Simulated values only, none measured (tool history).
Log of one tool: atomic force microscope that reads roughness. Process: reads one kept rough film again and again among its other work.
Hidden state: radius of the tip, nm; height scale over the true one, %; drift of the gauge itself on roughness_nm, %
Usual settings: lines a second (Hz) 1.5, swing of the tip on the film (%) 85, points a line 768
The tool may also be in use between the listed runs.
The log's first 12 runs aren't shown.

run    hour  lines a second (Hz)  swing of the tip on the film (%)  points a line  pictures with this tip  hours of work since the height scale was calibrated  roughness of the kept film (nm (root mean square))
 13   350.8                 1.08                                85            768                      45                                                  899                                                4.07
 14   378.7                 1.08                                85            768                      93                                                  919                                               4.087
 15   406.6                 1.08                                85            768                     141                                                  939                                               4.055
 16   431.9                 1.08                                85            768                     185                                                  957                                               4.069
 17   448.4                 1.08                                85            768                     213                                                  969                                               4.058
      484.3  -- new tip fitted
 18   486.9                  1.5                                85            733                       4                                                  996                                               3.975
 19   506.4                  1.5                                85            294                      38                                                 1010                                               3.884
 20   532.3                  1.5                                65            868                      83                                                 1028                                               4.175
 21   569.7                  3.4                                82            441                     147                                                 1055                                               3.719
 22   604.2                 1.59                                85            377                     206                                                 1079                                                3.92
 23   640.1                 0.58                                84            768                     268                                                 1105                                               4.162
      644.9  -- new tip fitted
 24   672.6                 0.78                                84            413                      48                                                 1128                                               4.088
 25   711.3                  1.5                                66            768                     115                                                 1156                                               4.167
 26     737                 3.14                                59            442                     159                                                 1174                                               4.093
 27   776.4                 2.24                                85            530                     227                                                 1202                                               3.832
 28   799.9                 1.01                                73            533                     267                                                 1219                                               4.165
      805.6  -- new tip fitted
      815.3  -- height scale calibrated on a step standard
 29   821.4                 1.01                                71            295                      26                                                    4                                               4.109
 30     839                  1.5                                85            597                      56                                                   17                                                3.97
 31   867.2                 2.05                                77            741                     104                                                   37                                               4.026
 32   894.8                 2.05                                77            741                     152                                                   57                                                3.98
 33   926.2                 2.05                                67            741                     206                                                   79                                               4.142
 34   948.1                 2.19                                67            442                     244                                                   95                                               4.088
      968.3  -- new tip fitted
 35   988.1                 1.71                                89            432                      35                                                  123                                               3.869
 36  1021.5                 1.71                                89            432                      92                                                  147                                               3.854

4 ways to go on from here, each from the tool as it stands after run 36. What would each give?
  A  1055.5                 1.63                                71            432                     151                                                  171                                                   ?
  B  1055.5                 1.71                                81            532                     151                                                  171                                                   ?
  C  1055.5                 1.71                                89            336                     151                                                  171                                                   ?
  D  1055.5                 2.34                                85            768                     151                                                  171                                                   ?

run  roughness of the kept film (nm (root mean square))
  A                                               4.091
  B                                               4.008
  C                                               3.806
  D                                               3.826
Without the tool's hidden state the same runs would have given:
run  roughness of the kept film (nm (root mean square))
  A                                               4.099
  B                                               4.016
  C                                               3.814
  D                                               3.834

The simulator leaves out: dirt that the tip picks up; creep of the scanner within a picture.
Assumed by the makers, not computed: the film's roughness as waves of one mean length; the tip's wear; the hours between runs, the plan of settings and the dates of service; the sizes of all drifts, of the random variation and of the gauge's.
